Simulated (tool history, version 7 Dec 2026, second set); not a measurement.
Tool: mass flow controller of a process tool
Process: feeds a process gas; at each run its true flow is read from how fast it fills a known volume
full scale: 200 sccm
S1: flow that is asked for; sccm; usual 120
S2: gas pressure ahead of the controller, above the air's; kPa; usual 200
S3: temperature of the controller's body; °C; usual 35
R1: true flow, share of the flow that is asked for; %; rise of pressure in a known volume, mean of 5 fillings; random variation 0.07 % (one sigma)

{"run": 1, "hour": 0.0, "S1": 120, "S2": 200, "S3": 35, "R1": 98.57}
{"run": 2, "hour": 151.4, "S1": 120, "S2": 200, "S3": 35, "R1": 98.37}
{"run": 3, "hour": 283.5, "S1": 120, "S2": 200, "S3": 35, "R1": 98.42}
{"run": 4, "hour": 400.1, "S1": 120, "S2": 200, "S3": 35, "R1": 98.42}
{"run": 5, "hour": 600.1, "S1": 120, "S2": 200, "S3": 35, "R1": 98.23}
{"run": 6, "hour": 684.0, "S1": 120, "S2": 200, "S3": 35, "R1": 98.21}
{"run": 7, "hour": 805.5, "S1": 120, "S2": 200, "S3": 35, "R1": 98.1}
{"run": 8, "hour": 929.0, "S1": 120, "S2": 200, "S3": 35, "R1": 98.08}
{"run": 9, "hour": 1097.8, "S1": 120, "S2": 200, "S3": 35, "R1": 97.96}
{"run": 10, "hour": 1191.6, "S1": 169, "S2": 200, "S3": 36, "R1": 98.39}
{"run": 11, "hour": 1293.6, "S1": 169, "S2": 200, "S3": 36, "R1": 98.26}
{"run": 12, "hour": 1474.1, "S1": 169, "S2": 200, "S3": 36, "R1": 98.16}
{"run": 13, "hour": 1623.0, "S1": 169, "S2": 228, "S3": 21, "R1": 99.19}
{"run": 14, "hour": 1783.8, "S1": 169, "S2": 228, "S3": 21, "R1": 99.2}
{"run": 15, "hour": 1980.7, "S1": 169, "S2": 228, "S3": 25, "R1": 98.78}
{"run": 16, "hour": 2127.0, "S1": 168, "S2": 219, "S3": 26, "R1": 98.59}
{"run": 17, "hour": 2326.2, "S1": 35, "S2": 232, "S3": 22, "R1": 97.69}

5 ways to go on from here, each from the tool as it stands after run 17. What would each give?
{"run": "A", "hour": 2457.9, "S1": 35, "S2": 232, "S3": 23, "R1": "?"}
{"run": "B", "hour": 2457.9, "S1": 162, "S2": 226, "S3": 23, "R1": "?"}
{"run": "C", "hour": 2457.9, "S1": 93, "S2": 232, "S3": 22, "R1": "?"}
{"run": "D", "hour": 2457.9, "S1": 24, "S2": 232, "S3": 22, "R1": "?"}
{"run": "E", "hour": 2457.9, "S1": 120, "S2": 200, "S3": 31, "R1": "?"}

run=A R1=97.66
run=B R1=98.6
run=C R1=98.11
run=D R1=97.44
run=E R1=97.61
Without the tool's hidden state the same runs would have given:
run=A R1=98.88
run=B R1=99.84
run=C R1=99.34
run=D R1=98.65
run=E R1=98.83
